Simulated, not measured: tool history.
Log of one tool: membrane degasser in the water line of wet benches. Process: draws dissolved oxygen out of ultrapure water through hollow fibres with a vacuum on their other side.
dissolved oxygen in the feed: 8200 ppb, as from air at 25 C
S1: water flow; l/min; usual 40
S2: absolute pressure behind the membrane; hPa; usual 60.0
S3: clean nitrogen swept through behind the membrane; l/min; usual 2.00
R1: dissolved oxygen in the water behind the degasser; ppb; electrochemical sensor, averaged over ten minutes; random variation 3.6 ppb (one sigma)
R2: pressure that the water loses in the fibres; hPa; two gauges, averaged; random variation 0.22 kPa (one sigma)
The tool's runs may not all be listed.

run 1 hour=0.0 | S1=40 S2=60.0 S3=2.00 | R1=366.6 R2=515.5
run 2 hour=137.8 | S1=40 S2=60.0 S3=2.00 | R1=363.9 R2=517.1
run 3 hour=231.2 | S1=40 S2=60.0 S3=2.00 | R1=369.7 R2=519.0
run 4 hour=344.6 | S1=40 S2=60.0 S3=2.00 | R1=372.8 R2=521.3
run 5 hour=480.4 | S1=40 S2=60.0 S3=2.00 | R1=374.3 R2=520.8
run 6 hour=568.0 | S1=40 S2=60.0 S3=2.00 | R1=378.9 R2=519.0
run 7 hour=635.6 | S1=40 S2=60.0 S3=2.00 | R1=376.6 R2=523.7
run 8 hour=706.0 | S1=40 S2=60.0 S3=4.01 | R1=311.2 R2=523.1
run 9 hour=806.1 | S1=32 S2=60.0 S3=2.00 | R1=293.9 R2=416.5
run 10 hour=886.5 | S1=32 S2=60.0 S3=2.00 | R1=294.1 R2=417.5
run 11 hour=1012.0 | S1=32 S2=60.0 S3=2.00 | R1=295.1 R2=415.6
run 12 hour=1075.1 | S1=44 S2=60.0 S3=2.00 | R1=414.3 R2=573.7
run 13 hour=1147.0 | S1=40 S2=60.0 S3=2.00 | R1=377.8 R2=522.6
run 14 hour=1269.4 | S1=40 S2=60.0 S3=2.00 | R1=381.0 R2=523.2
run 15 hour=1369.4 | S1=40 S2=60.0 S3=2.00 | R1=370.2 R2=524.8
run 16 hour=1429.2 | S1=40 S2=60.0 S3=2.00 | R1=377.8 R2=525.3
run 17 hour=1510.5 | S1=40 S2=60.0 S3=2.00 | R1=381.5 R2=522.4
run 18 hour=1573.6 | S1=43 S2=60.0 S3=2.00 | R1=415.9 R2=565.8
run 19 hour=1637.0 | S1=32 S2=81.0 S3=1.97 | R1=375.9 R2=422.6
run 20 hour=1721.3 | S1=32 S2=81.0 S3=1.97 | R1=372.3 R2=421.2
run 21 hour=1802.8 | S1=32 S2=79.8 S3=2.07 | R1=360.9 R2=421.7
run 22 hour=1924.5 | S1=32 S2=79.8 S3=2.58 | R1=337.4 R2=421.0
run 23 hour=2060.6 | S1=32 S2=79.8 S3=4.12 | R1=294.4 R2=423.7
run 24 hour=2195.6 | S1=34 S2=79.8 S3=4.23 | R1=307.7 R2=447.0
run 25 hour=2254.3 | S1=34 S2=79.8 S3=4.23 | R1=307.1 R2=451.5
run 26 hour=2351.8 | S1=38 S2=47.2 S3=4.23 | R1=279.3 R2=499.6
run 27 hour=2416.1 | S1=56 S2=81.7 S3=2.00 | R1=637.7 R2=738.3
run 28 hour=2520.2 | S1=56 S2=81.7 S3=2.00 | R1=650.2 R2=741.8
run 29 hour=2596.0 | S1=32 S2=81.9 S3=2.00 | R1=369.9 R2=422.2
run 30 hour=2690.4 | S1=32 S2=112.2 S3=5.38 | R1=311.0 R2=420.9
run 31 hour=2777.1 | S1=32 S2=112.2 S3=5.38 | R1=315.4 R2=424.6
run 32 hour=2876.2 | S1=55 S2=43.1 S3=1.85 | R1=447.7 R2=727.9

Not shown: 2 entries that the log had between the listed runs. Between which runs, and how does the tool's hidden state differ before and after?
Between runs 25 and 26: vacuum gauge calibrated (hour 2279.5)
  membrane still open, %: 97.5 -> 97.4; true pressure behind the membrane over the reading, kPa: 0.15 -> -0.01; air that leaks in behind the membrane, l/min: 0.0097 -> 0.0099
  measured less the result without the state, R1: +22.3 -> +21.7 ppb; R2: +11.2 -> +12.8 hPa
Between runs 27 and 28: seals of the vacuum lines changed (hour 2477.5)
  membrane still open, %: 97.4 -> 97.3; air that leaks in behind the membrane, l/min: 0.01 -> 0.0023
  measured less the result without the state, R1: +28.1 -> +29.3 ppb; R2: +19.2 -> +19.8 hPa
